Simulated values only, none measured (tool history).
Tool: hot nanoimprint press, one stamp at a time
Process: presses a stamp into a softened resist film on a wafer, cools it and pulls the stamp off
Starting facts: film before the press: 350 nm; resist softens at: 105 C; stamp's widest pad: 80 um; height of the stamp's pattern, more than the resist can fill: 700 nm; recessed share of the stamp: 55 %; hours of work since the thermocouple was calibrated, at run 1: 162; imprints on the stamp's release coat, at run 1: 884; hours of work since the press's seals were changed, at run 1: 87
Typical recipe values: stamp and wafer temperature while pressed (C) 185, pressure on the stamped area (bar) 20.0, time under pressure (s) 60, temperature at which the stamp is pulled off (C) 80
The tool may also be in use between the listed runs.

run   hour  stamp and wafer temperature while pressed (C)  pressure on the stamped area (bar)  time under pressure (s)  temperature at which the stamp is pulled off (C)  hours of work since the thermocouple was calibrated  imprints on the stamp's release coat  hours of work since the press's seals were changed  resist left under the stamp's widest pad (Å)  greatest force while the stamp is pulled off (N)
  1    0.0                                            185                                20.0                       60                                                80                                                  162                                   884                                                  87                                          1667                                               178
  2   11.4                                            185                                20.0                       60                                                74                                                  167                                   915                                                  92                                          1674                                               188
  3   16.9                                            185                                20.0                       60                                                74                                                  169                                   929                                                  94                                          1677                                               191
  4   26.4                                            185                                20.0                       60                                                80                                                  173                                   954                                                  98                                          1679                                               180
  5   37.0                                            185                                20.0                       60                                                80                                                  178                                   982                                                 103                                          1679                                               176
  6   42.9                                            185                                20.0                       60                                                80                                                  180                                   998                                                 105                                          1675                                               181
  7   49.6                                            185                                21.6                       60                                                80                                                  183                                  1015                                                 108                                          1622                                               181
  8   57.0                                            185                                21.6                       60                                                80                                                  186                                  1035                                                 111                                          1622                                               180
  9   65.3                                            185                                21.6                       60                                                80                                                  189                                  1057                                                 114                                          1615                                               182
 10   74.2                                            178                                21.6                       31                                                67                                                  193                                  1080                                                 118                                          2456                                               221
 11   83.4                                            185                                20.0                       42                                                80                                                  197                                  1105                                                 122                                          1900                                               186
      87.4  -- plate thermocouple calibrated
 12   92.3                                            175                                20.0                       37                                                80                                                    2                                  1120                                                 124                                          2633                                               186
 13   98.2                                            194                                31.5                       42                                                73                                                    4                                  1136                                                 127                                          1145                                               200
 14  109.2                                            194                                31.5                       42                                                73                                                    9                                  1165                                                 131                                          1146                                               210
 15  122.2                                            185                                23.9                       88                                                80                                                   15                                  1199                                                 137                                          1362                                               195
 16  130.9                                            185                                23.9                       40                                                72                                                   18                                  1222                                                 140                                          1803                                               212
 17  143.1                                            194                                21.5                       60                                                80                                                   23                                  1254                                                 146                                          1237                                               195

Alternative continuations, all from the tool just after run 17; predict every row:
  A  154.0                                            194                                28.8                       37                                                80                                                   28                                  1283                                                 150                                             ?                                                 ?
  B  154.0                                            189                                20.0                       44                                                77                                                   28                                  1283                                                 150                                             ?                                                 ?
  C  154.0                                            185                                21.5                       60                                                80                                                   28                                  1283                                                 150                                             ?                                                 ?

run  resist left under the stamp's widest pad (Å)  greatest force while the stamp is pulled off (N)
  A                                          1268                                               197
  B                                          1682                                               207
  C                                          1659                                               199
Without the tool's unlogged condition, the same runs would have read:
run  resist left under the stamp's widest pad (Å)  greatest force while the stamp is pulled off (N)
  A                                          1210                                               124
  B                                          1609                                               129
  C                                          1583                                               124
